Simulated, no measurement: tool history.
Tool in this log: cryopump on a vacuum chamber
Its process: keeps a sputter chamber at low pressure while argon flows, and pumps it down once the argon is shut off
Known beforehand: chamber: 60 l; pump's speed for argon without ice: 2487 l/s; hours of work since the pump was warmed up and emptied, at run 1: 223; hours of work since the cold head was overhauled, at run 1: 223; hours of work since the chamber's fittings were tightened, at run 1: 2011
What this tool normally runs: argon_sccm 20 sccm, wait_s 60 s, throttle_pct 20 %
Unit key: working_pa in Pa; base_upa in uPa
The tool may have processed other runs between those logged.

run,day,argon_sccm,wait_s,throttle_pct,hours of work since the pump was warmed up and emptied,hours of work since the cold head was overhauled,hours of work since the chamber's fittings were tightened,working_pa,base_upa
1,0,20,60,20,223,223,2011,0.0687,1.93
2,1.383,20,60,42,253,253,2041,0.0335,2.06
3,4.321,20,60,18,315,315,2103,0.0764,2.02
4,6.367,20,60,18,359,359,2146,0.0774,2.01
5,7.967,20,60,18,393,393,2180,0.0777,2.04
# day 9.946: leaking fittings of the chamber tightened, without venting
6,11.229,20,60,18,460,460,27,0.078,1.14
7,13.188,20,60,18,502,502,69,0.0778,1.15
8,15.683,20,60,18,555,555,122,0.0782,1.15
9,18.054,20,60,18,605,605,172,0.0799,1.22
10,20.333,20,60,18,653,653,221,0.0783,1.22
11,23.083,20,60,20,712,712,279,0.0722,1.23
12,24.979,20,60,20,752,752,319,0.0732,1.31
13,28.012,36,60,20,817,817,384,0.1322,1.34
14,31.208,36,60,20,884,884,452,0.1337,1.39
# day 34.625: pump warmed up, emptied and cooled again
15,34.625,10,60,20,0,953,520,0.0342,1.29
16,37.642,10,60,20,64,1017,584,0.0339,1.34
17,39.367,10,60,20,101,1053,620,0.0347,1.34
18,42.446,10,60,20,166,1119,686,0.0348,1.3
19,44.15,11,180,20,202,1155,722,0.0388,0.74
20,46.138,27,270,20,244,1197,764,0.0941,0.66
21,49.038,27,270,20,306,1259,826,0.0941,0.69
22,50.471,20,163,42,337,1289,856,0.034,0.84
23,53.717,25,125,19,405,1358,925,0.0926,1
24,55.312,25,257,34,439,1392,959,0.0529,0.79
25,57.85,20,90,24,493,1446,1013,0.0594,1.23
26,60.492,20,90,24,549,1502,1069,0.0599,1.27
27,62.017,20,90,24,582,1534,1101,0.0599,1.32
28,65.004,20,36,24,645,1598,1165,0.0615,2.26
29,67.008,10,213,20,688,1640,1207,0.0359,1.02
30,68.862,20,117,31,727,1680,1247,0.0488,1.31
31,70.517,21,60,35,762,1715,1282,0.0463,1.76
32,73.108,23,119,20,817,1770,1337,0.0855,1.34
33,75.15,8,95,16,861,1813,1380,0.0368,1.55
34,76.646,20,228,21,892,1845,1412,0.0709,1.13

For each entry between runs, how does the tool's hidden state at the last listed run before it compare with that at the first listed run after it?
From run 5 to run 6: leaking fittings of the chamber tightened, without venting (day 9.946)
  pump's speed, % of a pump's without ice: 86.6 -> 84.3; cold plate's temperature, K: 12.32 -> 12.36; leak into the chamber, uPa l/s: 2373 -> 341
  measured result minus the result with no hidden state, working_pa: +0.0022 -> +0.0026 Pa; base_upa: +0.97 -> +0.05 uPa
From run 14 to run 15: pump warmed up, emptied and cooled again (day 34.625)
  pump's speed, % of a pump's without ice: 70.2 -> 99.3; cold plate's temperature, K: 12.61 -> 12.65; leak into the chamber, uPa l/s: 715 -> 776
  measured result minus the result with no hidden state, working_pa: +0.0108 -> +0.0001 Pa; base_upa: +0.3 -> +0.2 uPa

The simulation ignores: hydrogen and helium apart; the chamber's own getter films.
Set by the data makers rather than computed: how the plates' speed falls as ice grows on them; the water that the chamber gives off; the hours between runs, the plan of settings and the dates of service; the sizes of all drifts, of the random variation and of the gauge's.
